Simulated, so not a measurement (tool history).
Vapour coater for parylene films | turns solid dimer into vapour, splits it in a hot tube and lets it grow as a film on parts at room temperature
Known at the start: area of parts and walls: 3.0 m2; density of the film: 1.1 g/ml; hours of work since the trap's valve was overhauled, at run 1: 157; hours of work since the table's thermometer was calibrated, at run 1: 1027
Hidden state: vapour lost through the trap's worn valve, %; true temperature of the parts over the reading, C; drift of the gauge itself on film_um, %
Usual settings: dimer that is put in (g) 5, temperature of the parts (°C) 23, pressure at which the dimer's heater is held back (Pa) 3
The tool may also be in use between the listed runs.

run,hour,dimer that is put in (g),temperature of the parts (°C),pressure at which the dimer's heater is held back (Pa),hours of work since the trap's valve was overhauled,hours of work since the table's thermometer was calibrated,thickness of the film (nm)
1,0,5,23,3,157,1027,1030
2,73.1,5,23,3,187,1057,1042
3,130.8,5,23,3,211,1081,1033
4,175.9,4,23,3,229,1099,823
# hour 203: trap's valve overhauled
5,210.3,4,23,3,3,1112,842
6,245.1,5,23,2.25,17,1126,1113
7,290.9,5,23,3,36,1145,1042
8,359.5,5,30,3,64,1173,752
9,418.8,5,30,3,89,1197,768
10,455,5,30,3,103,1212,746
11,495.1,5,30,3,120,1229,760
12,552.6,3,23,3,144,1252,618
13,608.5,3,23,3,167,1275,614
14,676,4,23,5.28,194,1303,735
15,727,4,23,3.6,215,1324,801
16,762.4,5,32,3.21,230,1338,687
# hour 790.2: trap's valve overhauled
17,811.7,8,20,3.32,9,1357,1866
18,861.4,4,20,6.88,29,1377,785
19,908.9,4,20,4.39,49,1397,861
20,977.9,5,24,3.78,77,1425,941
21,1052.2,4,22,7.71,108,1456,693
22,1095.2,4,34,5.95,125,1473,427

Forecast each of these 4 alternatives for the next run:
A,1132.5,2,18,3,141,1489,?
B,1132.5,3,34,10.33,141,1489,?
C,1132.5,5,23,3.79,141,1489,?
D,1132.5,5,22,6.28,141,1489,?

run,thickness of the film (nm)
A,511
B,288
C,985
D,916
Without the tool's hidden state the same runs would have given:
run,thickness of the film (nm)
A,512
B,288
C,986
D,918

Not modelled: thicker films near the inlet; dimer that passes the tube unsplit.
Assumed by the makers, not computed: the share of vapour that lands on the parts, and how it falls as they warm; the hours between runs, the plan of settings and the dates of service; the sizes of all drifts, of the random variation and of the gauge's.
